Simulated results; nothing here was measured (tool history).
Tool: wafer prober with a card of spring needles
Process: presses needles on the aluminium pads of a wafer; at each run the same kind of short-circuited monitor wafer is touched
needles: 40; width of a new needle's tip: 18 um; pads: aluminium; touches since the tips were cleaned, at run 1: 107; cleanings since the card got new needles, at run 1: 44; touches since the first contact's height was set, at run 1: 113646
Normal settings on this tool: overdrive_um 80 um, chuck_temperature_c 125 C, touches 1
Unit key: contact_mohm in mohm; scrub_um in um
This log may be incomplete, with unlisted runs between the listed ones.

run   hour  overdrive_um  chuck_temperature_c  touches  touches since the tips were cleaned  cleanings since the card got new needles  touches since the first contact's height was set  contact_mohm  scrub_um
  1      0            80                  125        1                                  107                                        44                                            113646           223     10.34
       4.3  -- tips cleaned on abrasive film
       9.5  -- tips cleaned on abrasive film
  2    9.7            80                  125        1                                  133                                        46                                            118995           219     10.26
      14.2  -- tips cleaned on abrasive film
  3   18.2            80                   46        1                                 2277                                        47                                            123757           296      10.4
      19.3  -- tips cleaned on abrasive film
      23.5  -- tips cleaned on abrasive film
      27.9  -- tips cleaned on abrasive film
  4   28.4            80                   56        1                                  292                                        50                                            129330           222     10.24
      32.8  -- tips cleaned on abrasive film
  5   35.1            80                   56        1                                 1330                                        51                                            133045           266     10.33
      37.4  -- tips cleaned on abrasive film
  6     40            80                  125        1                                 1462                                        52                                            135705           283     10.34
      41.7  -- tips cleaned on abrasive film
      46.2  -- tips cleaned on abrasive film
  7   49.6            80                  125        1                                 1897                                        54                                            141020           296     10.31
      50.6  -- tips cleaned on abrasive film
      54.8  -- tips cleaned on abrasive film
  8   57.4            80                  125        1                                 1472                                        56                                            145333           276     10.26
      59.2  -- tips cleaned on abrasive film
  9     63            80                  125        1                                 2178                                        57                                            148418           299     10.24
      63.6  -- tips cleaned on abrasive film
      68.2  -- tips cleaned on abrasive film
        73  -- tips cleaned on abrasive film
 10   73.1            80                  125        1                                   44                                        60                                            153922           210     10.17
      77.7  -- tips cleaned on abrasive film
 11   79.5            80                  125        1                                 1024                                        61                                            157464           260     10.19
        82  -- tips cleaned on abrasive film
      86.3  -- tips cleaned on abrasive film
 12   87.9            80                  125        1                                  921                                        63                                            162109           257     10.17
      90.8  -- tips cleaned on abrasive film
      95.2  -- tips cleaned on abrasive film
 13   98.4            80                  125        1                                 1773                                        65                                            167874           281     10.11
      99.8  -- tips cleaned on abrasive film
     104.4  -- tips cleaned on abrasive film
 14  104.4            80                   96        1                                    0                                        67                                            171147           213     10.15
     109.3  -- tips cleaned on abrasive film
     113.6  -- height of the first contact set anew
     114.5  -- tips cleaned on abrasive film
 15  115.8            80                  125        1                                  733                                        69                                              1162           243     10.77
       119  -- tips cleaned on abrasive film
     123.5  -- tips cleaned on abrasive film
 16  127.4            80                  125        1                                 2209                                        71                                              7612           293     10.79
     128.2  -- tips cleaned on abrasive film
     132.4  -- tips cleaned on abrasive film
 17  135.4            96                  125        1                                 1648                                        73                                             11964           251     12.98
     137.1  -- tips cleaned on abrasive film
     141.3  -- tips cleaned on abrasive film
 18  145.1            80                   31        1                                 2137                                        75                                             17326           288      10.8
     146.2  -- tips cleaned on abrasive film
     150.7  -- tips cleaned on abrasive film
 19  150.7            88                   38        1                                    0                                        77                                             20364           191     11.81
     154.9  -- tips cleaned on abrasive film
 20  156.8            73                   26        2                                 1058                                        78                                             23741           232      9.68
       160  -- tips cleaned on abrasive film
     164.6  -- tips cleaned on abrasive film
 21  164.6            67                   27        2                                    0                                        80                                             28032           195      8.97
     169.1  -- tips cleaned on abrasive film
 22  171.2            67                  106        2                                 1213                                        81                                             31715           252      9.01
     173.3  -- tips cleaned on abrasive film
     178.3  -- tips cleaned on abrasive film
 23  180.7            67                  106        2                                 1333                                        83                                             36937           259      8.95
     182.6  -- tips cleaned on abrasive film
       187  -- tips cleaned on abrasive film
 24  189.7            70                  106        3                                 1523                                        85                                             41921           236      9.31
     191.9  -- tips cleaned on abrasive film
     196.2  -- tips cleaned on abrasive film
     200.4  -- tips cleaned on abrasive film
 25  200.4            70                  106        3                                    0                                        88                                             47757           212      9.31
     204.7  -- tips cleaned on abrasive film
     209.2  -- tips cleaned on abrasive film
 26  209.2            69                   46        3                                    7                                        90                                             52595           188      9.13
     213.8  -- tips cleaned on abrasive film
 27  214.8            88                  114        2                                  581                                        91                                             55714           218     11.67
     218.1  -- tips cleaned on abrasive film
     222.3  -- tips cleaned on abrasive film
 28  222.3            67                  108        2                                    0                                        93                                             59813           213      8.84
     227.1  -- tips cleaned on abrasive film
     231.3  -- tips cleaned on abrasive film
 29  231.8            67                  108        2                                  298                                        95                                             65039           224      8.84
     235.5  -- tips cleaned on abrasive film
 30  237.6            88                  125        1                                 1145                                        96                                             68232           255      11.6
     239.7  -- tips cleaned on abrasive film
     244.1  -- tips cleaned on abrasive film
 31  247.3            66                  125        1                                 1822                                        98                                             73639           324      8.63
     248.7  -- tips cleaned on abrasive film
     253.3  -- tips cleaned on abrasive film
 32  256.9            61                   48        1                                 1985                                       100                                             78884           362      7.92

Consider 3 possible next runs. They are alternatives, not a sequence: every one starts from the tool as it was left by run 32. What does each give?
     257.6  -- tips cleaned on abrasive film
     261.9  -- tips cleaned on abrasive film
  A  264.9            80                   30        1                                 1668                                       102                                             83292             ?         ?
     257.6  -- tips cleaned on abrasive film
     261.9  -- tips cleaned on abrasive film
  B  264.9            81                   72        1                                 1668                                       102                                             83292             ?         ?
     257.6  -- tips cleaned on abrasive film
     261.9  -- tips cleaned on abrasive film
  C  264.9            68                   41        1                                 1668                                       102                                             83292             ?         ?

run  contact_mohm  scrub_um
  A           278     10.46
  B           277     10.61
  C           315      8.86
Stripped of hidden state, with their random variation kept, the same runs would have yielded:
run  contact_mohm  scrub_um
  A           185     10.78
  B           193     10.92
  C           190      9.18
